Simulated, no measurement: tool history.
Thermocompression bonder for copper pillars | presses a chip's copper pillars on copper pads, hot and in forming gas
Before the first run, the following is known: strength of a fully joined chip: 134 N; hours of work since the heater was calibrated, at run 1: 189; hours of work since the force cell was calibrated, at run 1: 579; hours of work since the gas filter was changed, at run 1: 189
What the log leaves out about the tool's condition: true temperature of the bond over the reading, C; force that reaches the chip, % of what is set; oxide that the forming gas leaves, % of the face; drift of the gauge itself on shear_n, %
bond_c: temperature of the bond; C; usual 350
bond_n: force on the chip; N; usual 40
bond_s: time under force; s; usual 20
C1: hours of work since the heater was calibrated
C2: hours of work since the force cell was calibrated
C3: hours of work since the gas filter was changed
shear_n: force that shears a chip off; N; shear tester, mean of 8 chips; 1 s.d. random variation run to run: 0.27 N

run 1 hour=0.0 | bond_c=350 bond_n=40 bond_s=20 | C1=189 C2=579 C3=189 | shear_n=65.5
run 2 hour=18.7 | bond_c=350 bond_n=40 bond_s=20 | C1=198 C2=588 C3=198 | shear_n=65.7
run 3 hour=44.0 | bond_c=350 bond_n=40 bond_s=20 | C1=211 C2=601 C3=211 | shear_n=66.1
run 4 hour=61.6 | bond_c=350 bond_n=40 bond_s=20 | C1=220 C2=610 C3=220 | shear_n=66.1
run 5 hour=77.0 | bond_c=350 bond_n=40 bond_s=20 | C1=228 C2=617 C3=228 | shear_n=65.7
-- hour=103.8 forming gas filter changed
run 6 hour=108.0 | bond_c=352 bond_n=40 bond_s=20 | C1=243 C2=633 C3=2 | shear_n=67.1
run 7 hour=131.4 | bond_c=350 bond_n=40 bond_s=20 | C1=254 C2=644 C3=14 | shear_n=65.6
run 8 hour=164.8 | bond_c=350 bond_n=40 bond_s=20 | C1=271 C2=661 C3=30 | shear_n=65.7
run 9 hour=182.3 | bond_c=350 bond_n=40 bond_s=20 | C1=280 C2=670 C3=39 | shear_n=66.5
run 10 hour=207.9 | bond_c=320 bond_n=40 bond_s=20 | C1=292 C2=682 C3=52 | shear_n=48.7
run 11 hour=233.1 | bond_c=320 bond_n=41 bond_s=20 | C1=305 C2=695 C3=64 | shear_n=49.5
run 12 hour=265.9 | bond_c=325 bond_n=40 bond_s=20 | C1=321 C2=711 C3=81 | shear_n=51.7
run 13 hour=295.9 | bond_c=325 bond_n=40 bond_s=20 | C1=336 C2=726 C3=96 | shear_n=51.7
run 14 hour=320.2 | bond_c=350 bond_n=29 bond_s=20 | C1=348 C2=738 C3=108 | shear_n=51.8
run 15 hour=354.6 | bond_c=350 bond_n=29 bond_s=20 | C1=366 C2=756 C3=125 | shear_n=51.7
run 16 hour=377.1 | bond_c=330 bond_n=40 bond_s=20 | C1=377 C2=767 C3=136 | shear_n=55.1
run 17 hour=399.3 | bond_c=350 bond_n=40 bond_s=20 | C1=388 C2=778 C3=147 | shear_n=66.3
run 18 hour=421.6 | bond_c=350 bond_n=40 bond_s=20 | C1=399 C2=789 C3=158 | shear_n=66.4
run 19 hour=446.4 | bond_c=350 bond_n=40 bond_s=20 | C1=411 C2=801 C3=171 | shear_n=66.6
run 20 hour=470.7 | bond_c=350 bond_n=40 bond_s=20 | C1=423 C2=813 C3=183 | shear_n=66.8
run 21 hour=489.5 | bond_c=349 bond_n=39 bond_s=20 | C1=433 C2=823 C3=192 | shear_n=64.6
run 22 hour=520.5 | bond_c=349 bond_n=39 bond_s=20 | C1=448 C2=838 C3=208 | shear_n=65.3
run 23 hour=539.2 | bond_c=349 bond_n=39 bond_s=20 | C1=458 C2=847 C3=217 | shear_n=65.1
run 24 hour=563.0 | bond_c=360 bond_n=51 bond_s=20 | C1=469 C2=859 C3=229 | shear_n=85.3

Run 25 has not been measured yet. What should we expect?
-- hour=585.5 forming gas filter changed
run 25 hour=585.5 | bond_c=350 bond_n=55 bond_s=46 | C1=480 C2=870 C3=0 | shear_n=?

shear_n: 103.6 N
Had the tool carried no hidden state, the very same run would have given shear_n 101.4 N.
